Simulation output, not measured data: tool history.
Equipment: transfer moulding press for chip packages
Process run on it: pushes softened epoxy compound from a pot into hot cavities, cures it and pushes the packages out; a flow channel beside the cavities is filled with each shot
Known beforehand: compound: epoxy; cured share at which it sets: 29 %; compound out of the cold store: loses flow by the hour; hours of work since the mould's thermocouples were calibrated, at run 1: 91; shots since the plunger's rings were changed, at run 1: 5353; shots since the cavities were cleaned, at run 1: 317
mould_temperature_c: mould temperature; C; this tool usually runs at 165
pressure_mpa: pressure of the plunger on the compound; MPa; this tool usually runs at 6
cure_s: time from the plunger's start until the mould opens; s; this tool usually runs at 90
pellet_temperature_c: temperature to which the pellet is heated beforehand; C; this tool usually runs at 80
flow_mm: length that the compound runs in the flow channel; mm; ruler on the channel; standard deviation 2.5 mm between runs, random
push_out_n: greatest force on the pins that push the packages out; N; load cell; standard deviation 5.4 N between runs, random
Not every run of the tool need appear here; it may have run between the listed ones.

run,hour,mould_temperature_c,pressure_mpa,cure_s,pellet_temperature_c,hours of work since the mould's thermocouples were calibrated,shots since the plunger's rings were changed,shots since the cavities were cleaned,incoming compound's hours out of the cold store,flow_mm,push_out_n
1,0,165,6,90,80,91,5353,317,43.1,886,302
2,6.9,165,6,90,80,96,5451,415,27.5,942,335
3,13.5,165,6,85,80,100,5544,508,47.4,867,379
4,18.7,165,6,85,80,104,5616,580,27.2,938,376
# hour 21.3: cavities cleaned with cleaning compound and waxed
5,30.1,165,6,85,80,111,5756,124,44,881,296
6,42.4,165,6,85,80,119,5929,297,32.4,920,342
7,48.3,165,6,90,80,123,6013,381,36.9,899,321
8,59.6,165,6,90,80,131,6172,540,8.3,1014,358
# hour 64.3: cavities cleaned with cleaning compound and waxed
9,67.4,165,6,90,80,135,6260,42,16.1,977,256
10,73.7,166,5.81,103,80,140,6349,131,8.4,993,241
11,84.7,158,5.27,92,74,147,6504,286,37.8,862,449
12,93.8,158,5.27,92,74,154,6632,414,25.7,904,505
13,103.2,158,6,90,82,160,6764,546,19.2,989,545
# hour 107.4: cavities cleaned with cleaning compound and waxed
# hour 112.3: plunger's sealing rings changed
14,118.1,158,6,90,82,168,82,116,12.3,1073,442
15,125.2,158,6,90,82,172,181,215,17.3,1040,477

Forecast each of these 3 alternatives for the next run:
A,132.4,171,5.3,90,80,177,283,317,42.9,?,?
B,132.4,170,4.54,90,82,177,283,317,47,?,?
C,132.4,158,6,90,80,177,283,317,45.1,?,?

run,flow_mm,push_out_n
A,843,270
B,772,269
C,933,476
Without the tool's hidden state the same runs would have given:
run,flow_mm,push_out_n
A,846,202
B,775,201
C,937,358

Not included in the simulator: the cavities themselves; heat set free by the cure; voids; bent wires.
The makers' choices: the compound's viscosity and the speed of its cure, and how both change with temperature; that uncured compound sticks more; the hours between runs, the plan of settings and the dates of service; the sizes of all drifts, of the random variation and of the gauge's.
